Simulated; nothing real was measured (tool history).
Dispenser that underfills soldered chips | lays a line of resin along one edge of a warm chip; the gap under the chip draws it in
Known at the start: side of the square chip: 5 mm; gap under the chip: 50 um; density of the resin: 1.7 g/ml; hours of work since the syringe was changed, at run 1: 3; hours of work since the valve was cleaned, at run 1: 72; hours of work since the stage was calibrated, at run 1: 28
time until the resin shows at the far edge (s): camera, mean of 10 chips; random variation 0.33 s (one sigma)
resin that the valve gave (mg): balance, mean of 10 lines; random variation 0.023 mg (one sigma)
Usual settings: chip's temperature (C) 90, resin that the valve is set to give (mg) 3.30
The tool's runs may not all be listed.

run,day,chip's temperature (C),resin that the valve is set to give (mg),hours of work since the syringe was changed,hours of work since the valve was cleaned,hours of work since the stage was calibrated,time until the resin shows at the far edge (s),resin that the valve gave (mg)
1,0.000,90,3.30,3,72,28,17.1,3.13
# day 0.312: new syringe of resin
2,0.521,90,3.30,3,80,35,16.9,3.12
# day 0.867: new syringe of resin
3,0.975,103,3.30,2,86,42,8.1,3.11
4,1.300,103,3.32,6,91,46,12.4,3.14
# day 1.392: new syringe of resin
5,1.562,103,3.32,3,95,50,9.3,3.11
6,1.850,103,3.32,7,99,54,13.6,3.09
# day 1.946: new syringe of resin
7,2.229,103,3.32,4,104,60,10.2,3.10
# day 2.488: new syringe of resin
# day 2.783: dispensing valve cleaned and set on the balance
8,2.796,103,3.32,4,0,67,9.8,3.30
# day 3.088: new syringe of resin
9,3.342,95,3.30,4,8,75,13.7,3.24
# day 3.625: new syringe of resin
10,3.658,95,3.30,0,12,80,11.0,3.24
11,4.004,90,3.30,6,18,85,21.0,3.28
# day 4.150: new syringe of resin
12,4.442,90,3.30,4,24,91,18.0,3.26
# day 4.683: new syringe of resin
13,4.854,90,3.30,3,30,97,15.8,3.23
# day 5.208: new syringe of resin
14,5.325,90,3.30,2,36,104,14.2,3.23
15,5.721,100,3.30,8,42,109,15.5,3.22
# day 5.783: new syringe of resin
16,6.000,90,3.30,3,46,113,16.2,3.19
# day 6.329: new syringe of resin
17,6.429,90,3.30,1,52,119,14.0,3.18
18,6.771,90,3.30,6,57,124,22.9,3.18
# day 6.867: new syringe of resin
19,7.117,100,3.66,4,62,129,11.2,3.52
# day 7.429: new syringe of resin
20,7.621,100,3.66,3,69,137,9.4,3.42
# day 7.983: new syringe of resin
21,8.179,96,3.77,3,77,145,12.5,3.57
22,8.450,96,3.77,7,81,149,16.6,3.59
# day 8.517: new syringe of resin
23,8.696,87,3.99,3,85,152,18.0,3.76
24,8.925,91,3.29,6,88,155,20.5,3.09
# day 9.054: new syringe of resin
25,9.425,94,3.70,5,95,163,16.6,3.50
# day 9.588: new syringe of resin
26,9.871,100,4.29,4,102,169,11.1,4.00
# day 10.154: new syringe of resin
27,10.258,100,4.29,2,107,174,8.4,3.97
# day 10.596: dispensing valve cleaned and set on the balance
# day 10.725: new syringe of resin
28,10.779,86,3.82,1,3,181,15.6,3.82
# day 11.275: new syringe of resin
29,11.338,90,3.64,1,11,189,13.2,3.64
30,11.717,84,3.30,7,16,195,28.5,3.27
# day 11.838: new syringe of resin
31,11.996,84,2.91,2,20,199,20.4,2.89
# day 12.371: new syringe of resin
32,12.504,78,4.08,2,27,206,25.5,4.01
# day 12.912: new syringe of resin
33,13.062,78,4.08,2,35,214,26.0,3.97
# day 13.442: new syringe of resin
34,13.442,78,4.08,0,41,219,21.0,3.96
35,13.758,100,4.21,5,45,224,11.3,4.10

The same runs without the tool's hidden state, with the same run-to-run variation:
The hidden state here: resin's viscosity, % of fresh resin's; dose that the valve gives, % of what is set; true chip temperature over the reading, C; drift of the gauge itself on fill_s, %; drift of the gauge itself on given_mg, %.
run,time until the resin shows at the far edge (s),resin that the valve gave (mg)
1,12.7,3.28
2,13.3,3.29
3,7.1,3.28
4,7.0,3.33
5,7.5,3.31
6,7.6,3.30
7,7.3,3.32
8,7.3,3.30
9,10.2,3.25
10,10.7,3.27
11,13.0,3.32
12,12.6,3.30
13,13.0,3.29
14,12.6,3.30
15,8.2,3.31
16,12.8,3.29
17,12.7,3.29
18,13.6,3.31
19,8.4,3.66
20,7.6,3.58
21,10.0,3.76
22,9.4,3.79
23,14.9,3.98
24,12.5,3.28
25,10.9,3.73
26,8.2,4.29
27,7.7,4.27
28,15.4,3.83
29,12.9,3.67
30,17.1,3.30
31,17.7,2.93
32,22.7,4.09
33,23.3,4.06
34,22.8,4.08
35,8.1,4.23

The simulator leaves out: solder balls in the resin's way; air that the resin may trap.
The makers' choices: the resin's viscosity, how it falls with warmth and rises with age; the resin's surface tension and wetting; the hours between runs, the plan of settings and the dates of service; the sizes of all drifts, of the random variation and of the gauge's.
